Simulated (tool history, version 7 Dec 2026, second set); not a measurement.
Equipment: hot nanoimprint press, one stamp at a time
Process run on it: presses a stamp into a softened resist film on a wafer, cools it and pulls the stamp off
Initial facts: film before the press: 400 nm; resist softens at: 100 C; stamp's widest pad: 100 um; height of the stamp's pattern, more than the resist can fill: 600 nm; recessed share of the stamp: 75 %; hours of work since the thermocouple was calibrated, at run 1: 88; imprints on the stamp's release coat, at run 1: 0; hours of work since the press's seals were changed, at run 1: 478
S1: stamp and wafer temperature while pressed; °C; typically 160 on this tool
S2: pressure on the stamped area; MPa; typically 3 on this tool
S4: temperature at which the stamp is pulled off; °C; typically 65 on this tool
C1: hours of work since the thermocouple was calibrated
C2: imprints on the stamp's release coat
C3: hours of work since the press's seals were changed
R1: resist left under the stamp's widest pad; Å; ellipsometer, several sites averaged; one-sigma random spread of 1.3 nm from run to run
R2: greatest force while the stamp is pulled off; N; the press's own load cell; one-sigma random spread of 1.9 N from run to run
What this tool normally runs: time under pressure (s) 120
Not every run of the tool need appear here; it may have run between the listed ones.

run 1 hour=0 | S1=160 S2=3 time_under_pressure_(s)=120 S4=65 | C1=88 C2=0 C3=478 | R1=2115 R2=154
run 2 hour=55.2 | S1=160 S2=3 time_under_pressure_(s)=120 S4=65 | C1=121 C2=166 C3=511 | R1=2142 R2=153
run 3 hour=103.9 | S1=160 S2=3 time_under_pressure_(s)=120 S4=65 | C1=150 C2=311 C3=540 | R1=2104 R2=155
run 4 hour=152.4 | S1=160 S2=3 time_under_pressure_(s)=120 S4=65 | C1=179 C2=457 C3=569 | R1=2146 R2=155
run 5 hour=190 | S1=160 S2=3 time_under_pressure_(s)=120 S4=65 | C1=201 C2=569 C3=591 | R1=2152 R2=161
run 6 hour=272.3 | S1=160 S2=3 time_under_pressure_(s)=120 S4=65 | C1=250 C2=816 C3=641 | R1=2185 R2=167
-- hour=316.6 stamp cleaned and given a new release coat
run 7 hour=343.8 | S1=160 S2=3 time_under_pressure_(s)=120 S4=65 | C1=290 C2=82 C3=680 | R1=2161 R2=154
run 8 hour=430.5 | S1=160 S2=3 time_under_pressure_(s)=120 S4=65 | C1=342 C2=341 C3=732 | R1=2182 R2=161
run 9 hour=469.9 | S1=160 S2=3 time_under_pressure_(s)=120 S4=61 | C1=365 C2=460 C3=755 | R1=2199 R2=180
-- hour=484.6 plate thermocouple calibrated
run 10 hour=527 | S1=160 S2=3 time_under_pressure_(s)=120 S4=61 | C1=25 C2=622 C3=788 | R1=2129 R2=174
run 11 hour=578.2 | S1=167 S2=3 time_under_pressure_(s)=120 S4=61 | C1=56 C2=775 C3=818 | R1=1773 R2=180
-- hour=632.9 stamp cleaned and given a new release coat
run 12 hour=652 | S1=160 S2=2.43 time_under_pressure_(s)=120 S4=65 | C1=97 C2=57 C3=859 | R1=2380 R2=152
run 13 hour=731.2 | S1=160 S2=2.43 time_under_pressure_(s)=120 S4=65 | C1=144 C2=295 C3=906 | R1=2389 R2=152
run 14 hour=807.5 | S1=160 S2=2.43 time_under_pressure_(s)=120 S4=65 | C1=190 C2=523 C3=952 | R1=2388 R2=160
run 15 hour=847.4 | S1=160 S2=1.99 time_under_pressure_(s)=120 S4=58 | C1=213 C2=643 C3=976 | R1=2663 R2=192
run 16 hour=924.3 | S1=160 S2=2.05 time_under_pressure_(s)=120 S4=73 | C1=259 C2=873 C3=1022 | R1=2628 R2=130
-- hour=947.4 stamp cleaned and given a new release coat
run 17 hour=990.1 | S1=169 S2=3.84 time_under_pressure_(s)=143 S4=73 | C1=295 C2=129 C3=1057 | R1=1425 R2=122
run 18 hour=1031.3 | S1=164 S2=2.55 time_under_pressure_(s)=120 S4=52 | C1=320 C2=252 C3=1082 | R1=2177 R2=214
run 19 hour=1102.6 | S1=156 S2=3 time_under_pressure_(s)=85 S4=60 | C1=363 C2=466 C3=1125 | R1=2719 R2=180
-- hour=1119 plate thermocouple calibrated
-- hour=1149.7 press's hydraulic seals changed and the load cell set to zero
run 20 hour=1173.5 | S1=156 S2=3 time_under_pressure_(s)=85 S4=60 | C1=28 C2=645 C3=14 | R1=2508 R2=180
run 21 hour=1218.5 | S1=152 S2=2.19 time_under_pressure_(s)=83 S4=57 | C1=55 C2=780 C3=41 | R1=3089 R2=193
-- hour=1274.4 stamp cleaned and given a new release coat
run 22 hour=1283.1 | S1=157 S2=2.19 time_under_pressure_(s)=178 S4=57 | C1=90 C2=27 C3=76 | R1=2322 R2=179
run 23 hour=1337.6 | S1=157 S2=2.24 time_under_pressure_(s)=107 S4=57 | C1=122 C2=190 C3=109 | R1=2662 R2=182
run 24 hour=1422.1 | S1=157 S2=2.23 time_under_pressure_(s)=107 S4=61 | C1=173 C2=443 C3=159 | R1=2681 R2=171
run 25 hour=1461.9 | S1=157 S2=2.23 time_under_pressure_(s)=107 S4=61 | C1=197 C2=563 C3=183 | R1=2681 R2=174
run 26 hour=1530.2 | S1=162 S2=3 time_under_pressure_(s)=120 S4=65 | C1=238 C2=767 C3=224 | R1=1996 R2=163
-- hour=1587.6 stamp cleaned and given a new release coat
run 27 hour=1607.6 | S1=162 S2=1.9 time_under_pressure_(s)=120 S4=51 | C1=280 C2=60 C3=267 | R1=2531 R2=208
run 28 hour=1652.6 | S1=162 S2=1.9 time_under_pressure_(s)=120 S4=51 | C1=307 C2=195 C3=294 | R1=2551 R2=209

Branching from run 28: 4 alternative next runs. What would each branch give?
run A hour=1717.4 | S1=160 S2=2.75 time_under_pressure_(s)=120 S4=65 | C1=346 C2=389 C3=332 | R1=? R2=?
run B hour=1717.4 | S1=160 S2=2.16 time_under_pressure_(s)=62 S4=67 | C1=346 C2=389 C3=332 | R1=? R2=?
run C hour=1717.4 | S1=160 S2=4.44 time_under_pressure_(s)=120 S4=53 | C1=346 C2=389 C3=332 | R1=? R2=?
run D hour=1717.4 | S1=160 S2=3 time_under_pressure_(s)=188 S4=65 | C1=346 C2=389 C3=332 | R1=? R2=?

run=A R1=2245 R2=158
run=B R1=2928 R2=150
run=C R1=1729 R2=208
run=D R1=1861 R2=158
Take away the tool's hidden state, keep each run's random variation, and the runs would have read:
run=A R1=2135 R2=145
run=B R1=2828 R2=138
run=C R1=1620 R2=193
run=D R1=1759 R2=146
